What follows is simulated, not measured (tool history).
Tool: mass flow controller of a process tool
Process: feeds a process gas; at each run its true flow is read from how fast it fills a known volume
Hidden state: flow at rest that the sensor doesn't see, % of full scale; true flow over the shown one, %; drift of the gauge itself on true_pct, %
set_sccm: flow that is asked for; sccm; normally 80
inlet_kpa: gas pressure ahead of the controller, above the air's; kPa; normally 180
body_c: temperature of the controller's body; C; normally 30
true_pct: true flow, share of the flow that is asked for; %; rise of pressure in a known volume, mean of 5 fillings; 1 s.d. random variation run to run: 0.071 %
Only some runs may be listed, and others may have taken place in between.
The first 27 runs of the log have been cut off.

run      day  set_sccm  inlet_kpa  body_c  hours of work since the controller was set to zero  hours of work since the controller was changed  true_pct
 28  116.217        69        208      38                                                3677                                            3677    100.36
 29  121.221        80        258      30                                                3739                                            3739     99.78
 30  125.442        80        258      30                                                3792                                            3792     99.78
 31  130.125        11        180      30                                                3850                                            3850    100.67
 32  134.321        80        266      32                                                3902                                            3902     99.94
 33  140.042        96        196      35                                                3973                                            3973    100.06
 34  145.033        96        196      35                                                4035                                            4035     99.98
 35  150.392        80        147      22                                                4102                                            4102     98.55
 36  153.012        80        147      22                                                4134                                            4134     98.50
 37  158.554        69        232      30                                                4203                                            4203     99.61
 38  162.425        69        232      30                                                4252                                            4252     99.61
 39  165.883        74        251      21                                                4295                                            4295     98.77
 40  170.983        74        251      21                                                4358                                            4358     98.77
 41  175.338        22        196      24                                                4412                                            4412     99.07
 42  180.150        80        252      27                                                4472                                            4472     99.41
 43  183.417        22        206      27                                                4513                                            4513     99.48
 44  186.071        23        158      25                                                4546                                            4546     98.91
 45  191.438        80        208      30                                                4612                                            4612     99.32
 46  195.588        18        253      25                                                4664                                            4664     99.66
 47  198.379        13        180      21                                                4699                                            4699     99.45
 48  201.550        82        180      21                                                4738                                            4738     98.45

Forecast each of these 4 alternatives for the next run:
  A  205.571        13        175      21                                                4788                                            4788         ?
  B  205.571        20        152      35                                                4788                                            4788         ?
  C  205.571        27        180      21                                                4788                                            4788         ?
  D  205.571        80        263      30                                                4788                                            4788         ?

run  true_pct
  A     99.53
  B    100.18
  C     98.72
  D     99.49
Without the tool's hidden state the same runs would have given:
run  true_pct
  A     98.99
  B    100.28
  C     99.14
  D    100.50

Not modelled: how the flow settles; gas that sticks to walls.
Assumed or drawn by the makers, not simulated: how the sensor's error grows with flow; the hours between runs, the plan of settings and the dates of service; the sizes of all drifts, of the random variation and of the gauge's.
